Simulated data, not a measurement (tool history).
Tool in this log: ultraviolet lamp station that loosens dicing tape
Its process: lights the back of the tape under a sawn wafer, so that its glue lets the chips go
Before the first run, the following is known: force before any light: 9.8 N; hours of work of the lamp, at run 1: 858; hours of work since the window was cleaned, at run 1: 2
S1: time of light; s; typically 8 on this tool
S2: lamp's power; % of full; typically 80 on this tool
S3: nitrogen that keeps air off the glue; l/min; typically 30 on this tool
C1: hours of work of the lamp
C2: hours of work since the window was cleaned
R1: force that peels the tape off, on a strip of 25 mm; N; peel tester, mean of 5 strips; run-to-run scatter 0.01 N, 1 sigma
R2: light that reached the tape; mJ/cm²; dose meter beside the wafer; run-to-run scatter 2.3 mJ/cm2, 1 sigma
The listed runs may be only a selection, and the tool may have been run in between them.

Run 1, hour 0.0: usual settings; C1 858; C2 2. Result: R1 0.759 N, R2 160 mJ/cm².
Run 2, hour 50.7: usual settings; C1 893; C2 37. Result: R1 0.807 N, R2 160 mJ/cm².
Run 3, hour 97.2: usual settings but S1 13 s; C1 925; C2 69. Result: R1 0.302 N, R2 250 mJ/cm².
Run 4, hour 169.4: usual settings but S1 12 s; C1 975; C2 118. Result: R1 0.394 N, R2 226 mJ/cm².
Run 5, hour 203.5: usual settings; C1 998; C2 142. Result: R1 0.916 N, R2 149 mJ/cm².
Run 6, hour 245.9: usual settings; C1 1027; C2 171. Result: R1 0.935 N, R2 149 mJ/cm².
Run 7, hour 283.3: usual settings but S1 4 s; C1 1053; C2 197. Result: R1 2.917 N, R2 73 mJ/cm².
At hour 311.7: lamp changed.
Run 8, hour 351.3: usual settings but S1 10 s; C1 27; C2 243. Result: R1 0.317 N, R2 247 mJ/cm².
Run 9, hour 391.1: usual settings but S2 83 % of full; C1 55; C2 270. Result: R1 0.525 N, R2 203 mJ/cm².
Run 10, hour 430.0: usual settings but S2 83 % of full; C1 81; C2 297. Result: R1 0.479 N, R2 190 mJ/cm².
Run 11, hour 499.9: usual settings but S2 83 % of full; C1 129; C2 345. Result: R1 0.520 N, R2 189 mJ/cm².
Run 12, hour 570.0: usual settings but S2 83 % of full; C1 178; C2 393. Result: R1 0.566 N, R2 187 mJ/cm².
Run 13, hour 648.2: usual settings but S1 9 s; C1 231; C2 447. Result: R1 0.496 N, R2 197 mJ/cm².
Run 14, hour 702.5: usual settings but S2 96 % of full; C1 269; C2 484. Result: R1 0.458 N, R2 204 mJ/cm².
Run 15, hour 753.0: usual settings but S1 5 s; C1 304; C2 519. Result: R1 1.714 N, R2 104 mJ/cm².
Run 16, hour 822.5: usual settings but S1 5 s; C1 351; C2 567. Result: R1 1.800 N, R2 105 mJ/cm².
Run 17, hour 898.5: usual settings but S1 5 s; C1 404; C2 619. Result: R1 1.950 N, R2 97 mJ/cm².
At hour 903.2: window cleaned of glue's vapour.
Run 18, hour 954.0: usual settings but S1 5 s; C1 442; C2 35. Result: R1 1.559 N, R2 119 mJ/cm².
Run 19, hour 1026.0: usual settings but S1 5 s; C1 491; C2 85. Result: R1 1.500 N, R2 110 mJ/cm².
Run 20, hour 1069.4: usual settings but S1 5 s; C1 521; C2 114. Result: R1 1.547 N, R2 113 mJ/cm².
Run 21, hour 1140.3: usual settings; C1 570; C2 163. Result: R1 0.680 N, R2 174 mJ/cm².
Run 22, hour 1191.8: usual settings; C1 605; C2 199. Result: R1 0.735 N, R2 168 mJ/cm².
Run 23, hour 1241.6: usual settings; C1 639; C2 233. Result: R1 0.754 N, R2 160 mJ/cm².
Run 24, hour 1283.6: usual settings but S1 7 s, S2 98 % of full, S3 11 l/min; C1 668; C2 262. Result: R1 1.084 N, R2 173 mJ/cm².
Run 25, hour 1331.5: usual settings but S1 7 s, S2 94 % of full, S3 55 l/min; C1 701; C2 295. Result: R1 0.616 N, R2 164 mJ/cm².
Run 26, hour 1371.7: usual settings but S1 7 s, S2 96 % of full, S3 55 l/min; C1 729; C2 322. Result: R1 0.604 N, R2 163 mJ/cm².
Run 27, hour 1417.3: usual settings but S1 9 s; C1 760; C2 354. Result: R1 0.681 N, R2 167 mJ/cm².
Run 28, hour 1469.1: usual settings but S1 5 s, S2 66 % of full, S3 28 l/min; C1 796; C2 389. Result: R1 2.846 N, R2 79 mJ/cm².
Run 29, hour 1545.0: usual settings but S1 4 s, S2 83 % of full, S3 18 l/min; C1 848; C2 442. Result: R1 3.140 N, R2 75 mJ/cm².
Run 30, hour 1577.4: usual settings but S2 94 % of full, S3 29 l/min; C1 870; C2 464. Result: R1 0.709 N, R2 168 mJ/cm².
Run 31, hour 1642.2: usual settings but S2 94 % of full, S3 29 l/min; C1 915; C2 508. Result: R1 0.720 N, R2 162 mJ/cm².
Run 32, hour 1718.5: usual settings but S2 65 % of full, S3 11 l/min; C1 967; C2 561. Result: R1 2.361 N, R2 106 mJ/cm².
Run 33, hour 1764.6: usual settings but S3 14 l/min; C1 999; C2 593. Result: R1 1.580 N, R2 131 mJ/cm².
At hour 1805.6: window cleaned of glue's vapour.
Run 34, hour 1818.8: usual settings but S1 5 s, S2 92 % of full, S3 39 l/min; C1 1036; C2 9. Result: R1 1.526 N, R2 111 mJ/cm².
At hour 1873.0: lamp changed.
Run 35, hour 1873.0: usual settings but S1 5 s, S2 67 % of full, S3 10 l/min; C1 0; C2 46. Result: R1 2.382 N, R2 110 mJ/cm².
Run 36, hour 1946.9: usual settings but S1 5 s, S2 67 % of full, S3 10 l/min; C1 51; C2 96. Result: R1 2.545 N, R2 103 mJ/cm².
Run 37, hour 2013.5: usual settings but S1 12 s, S2 82 % of full, S3 20 l/min; C1 97; C2 142. Result: R1 0.274 N, R2 304 mJ/cm².
Run 38, hour 2079.4: usual settings but S1 7 s, S2 81 % of full, S3 15 l/min; C1 142; C2 188. Result: R1 0.943 N, R2 173 mJ/cm².
Run 39, hour 2126.4: usual settings but S1 7 s, S2 62 % of full, S3 15 l/min; C1 174; C2 220. Result: R1 1.591 N, R2 129 mJ/cm².
Run 40, hour 2202.5: usual settings but S1 7 s, S2 62 % of full, S3 15 l/min; C1 227; C2 272. Result: R1 1.691 N, R2 128 mJ/cm².
Run 41, hour 2252.7: usual settings but S2 79 % of full; C1 261; C2 307. Result: R1 0.613 N, R2 179 mJ/cm².
Run 42, hour 2324.5: usual settings but S1 6 s; C1 311; C2 356. Result: R1 1.187 N, R2 134 mJ/cm².
Run 43, hour 2400.4: usual settings but S1 12 s, S3 26 l/min; C1 363; C2 408. Result: R1 0.314 N, R2 255 mJ/cm².

How would selected steps in R1 from run to run divide? Give the signed amount a tool lacking its hidden state would still show from settings, what came in and random variation, and the signed amount left for the hidden state, including any gauge scatter that is not in both of the compared results.
The tool's hidden condition here consists of: lamp's light, % of a new lamp's; light that the window lets through, % of a clean one's; drift of the gauge itself on peel_n, %; drift of the gauge itself on dose_mj_cm2, %.
Run 7 -> 8: S1 4 -> 10, lamp changed. R1 -2.600 N: hidden state -1.177, all else -1.423.
Run 29 -> 30: S1 4 -> 8, S2 83 -> 94, S3 18 -> 29. R1 -2.431 N: hidden state -0.847, all else -1.584.
Run 31 -> 32: S2 94 -> 65, S3 29 -> 11. R1 +1.641 N: hidden state +0.837, all else +0.804.
Run 36 -> 37: S1 5 -> 12, S2 67 -> 82, S3 10 -> 20. R1 -2.271 N: hidden state -0.135, all else -2.136.
